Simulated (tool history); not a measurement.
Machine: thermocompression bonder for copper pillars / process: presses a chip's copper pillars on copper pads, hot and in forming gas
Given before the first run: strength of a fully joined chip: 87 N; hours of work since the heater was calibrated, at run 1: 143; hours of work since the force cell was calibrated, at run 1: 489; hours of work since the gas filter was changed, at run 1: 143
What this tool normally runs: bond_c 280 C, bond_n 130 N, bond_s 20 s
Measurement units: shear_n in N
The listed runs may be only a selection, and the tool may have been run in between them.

| run | hour | bond_c | bond_n | bond_s | hours of work since the heater was calibrated | hours of work since the force cell was calibrated | hours of work since the gas filter was changed | shear_n |
|---|---|---|---|---|---|---|---|---|
| 1 | 0.0 | 280 | 130 | 20 | 143 | 489 | 143 | 59.6 |
| 2 | 24.8 | 280 | 130 | 20 | 154 | 500 | 154 | 59.2 |
| 3 | 64.0 | 280 | 130 | 16 | 171 | 518 | 171 | 56.2 |
| 4 | 101.4 | 280 | 130 | 16 | 188 | 534 | 188 | 55.6 |
| 5 | 143.7 | 280 | 130 | 53 | 206 | 553 | 206 | 70.9 |
| 6 | 175.9 | 280 | 130 | 20 | 220 | 567 | 220 | 57.8 |
| 7 | 202.8 | 280 | 130 | 20 | 232 | 579 | 232 | 58.3 |
| 8 | 223.0 | 280 | 130 | 20 | 241 | 588 | 241 | 57.7 |
| 9 | 253.9 | 280 | 130 | 20 | 255 | 602 | 255 | 57.6 |
| 10 | 291.7 | 280 | 130 | 20 | 272 | 618 | 272 | 57.7 |
| 11 | 327.7 | 286 | 130 | 20 | 288 | 634 | 288 | 59.8 |
| 12 | 368.2 | 286 | 130 | 20 | 305 | 652 | 305 | 58.7 |
| 13 | 392.0 | 286 | 130 | 20 | 316 | 663 | 316 | 59.2 |
| 14 | 422.7 | 286 | 130 | 20 | 330 | 676 | 330 | 58.4 |
| 15 | 453.2 | 286 | 130 | 20 | 343 | 690 | 343 | 58.5 |
|  | 457.3 | forming gas filter changed |
| 16 | 480.3 | 280 | 130 | 20 | 355 | 701 | 10 | 61.4 |
| 17 | 508.1 | 280 | 130 | 20 | 367 | 714 | 22 | 61.6 |
| 18 | 549.9 | 280 | 130 | 20 | 386 | 732 | 41 | 61.5 |
| 19 | 575.9 | 280 | 130 | 20 | 397 | 744 | 52 | 61.3 |
| 20 | 594.5 | 280 | 152 | 20 | 405 | 752 | 61 | 66.0 |
| 21 | 619.4 | 280 | 130 | 39 | 416 | 763 | 72 | 70.3 |
| 22 | 638.2 | 280 | 130 | 39 | 425 | 771 | 80 | 70.8 |
|  | 643.5 | force cell calibrated |
| 23 | 669.1 | 280 | 148 | 25 | 438 | 11 | 93 | 66.2 |
| 24 | 702.9 | 280 | 83 | 56 | 453 | 26 | 108 | 64.2 |
| 25 | 736.4 | 250 | 112 | 15 | 467 | 41 | 123 | 37.6 |
|  | 752.4 | force cell calibrated, once more |
| 26 | 763.6 | 280 | 165 | 11 | 479 | 5 | 134 | 58.5 |
| 27 | 797.6 | 280 | 165 | 11 | 494 | 20 | 149 | 58.3 |
| 28 | 824.1 | 283 | 130 | 20 | 506 | 32 | 161 | 63.2 |
| 29 | 852.7 | 280 | 130 | 30 | 518 | 44 | 174 | 67.3 |
| 30 | 873.0 | 279 | 130 | 20 | 527 | 53 | 182 | 60.5 |
| 31 | 902.7 | 293 | 89 | 20 | 540 | 66 | 196 | 56.3 |
| 32 | 922.4 | 293 | 89 | 20 | 549 | 75 | 204 | 56.0 |
| 33 | 953.9 | 280 | 165 | 43 | 563 | 89 | 218 | 74.4 |
| 34 | 974.7 | 291 | 87 | 14 | 572 | 98 | 227 | 48.3 |
| 35 | 1011.1 | 291 | 87 | 14 | 588 | 114 | 244 | 49.0 |
| 36 | 1033.8 | 287 | 94 | 57 | 598 | 124 | 254 | 68.6 |
| 37 | 1071.2 | 279 | 130 | 57 | 615 | 141 | 270 | 72.4 |
| 38 | 1088.3 | 251 | 110 | 26 | 622 | 148 | 278 | 47.2 |
| 39 | 1106.4 | 269 | 130 | 15 | 630 | 156 | 286 | 50.1 |
| 40 | 1125.9 | 285 | 130 | 20 | 639 | 165 | 294 | 60.6 |

Per-run results on a tool with no hidden state, each run keeping its own random variation:
The hidden state here: true temperature of the bond over the reading, C; force that reaches the chip, % of what is set; oxide that the forming gas leaves, % of the face; drift of the gauge itself on shear_n, %.
| run | shear_n |
|---|---|
| 1 | 63.1 |
| 2 | 62.8 |
| 3 | 60.0 |
| 4 | 59.6 |
| 5 | 75.9 |
| 6 | 62.6 |
| 7 | 63.3 |
| 8 | 62.8 |
| 9 | 62.9 |
| 10 | 63.3 |
| 11 | 65.8 |
| 12 | 65.0 |
| 13 | 65.8 |
| 14 | 65.2 |
| 15 | 65.4 |
| 16 | 62.3 |
| 17 | 62.7 |
| 18 | 62.9 |
| 19 | 62.9 |
| 20 | 67.7 |
| 21 | 72.3 |
| 22 | 72.9 |
| 23 | 69.9 |
| 24 | 68.2 |
| 25 | 40.8 |
| 26 | 59.3 |
| 27 | 59.3 |
| 28 | 64.7 |
| 29 | 69.3 |
| 30 | 62.2 |
| 31 | 58.0 |
| 32 | 57.9 |
| 33 | 78.1 |
| 34 | 50.1 |
| 35 | 50.9 |
| 36 | 72.5 |
| 37 | 77.1 |
| 38 | 49.3 |
| 39 | 52.7 |
| 40 | 64.4 |

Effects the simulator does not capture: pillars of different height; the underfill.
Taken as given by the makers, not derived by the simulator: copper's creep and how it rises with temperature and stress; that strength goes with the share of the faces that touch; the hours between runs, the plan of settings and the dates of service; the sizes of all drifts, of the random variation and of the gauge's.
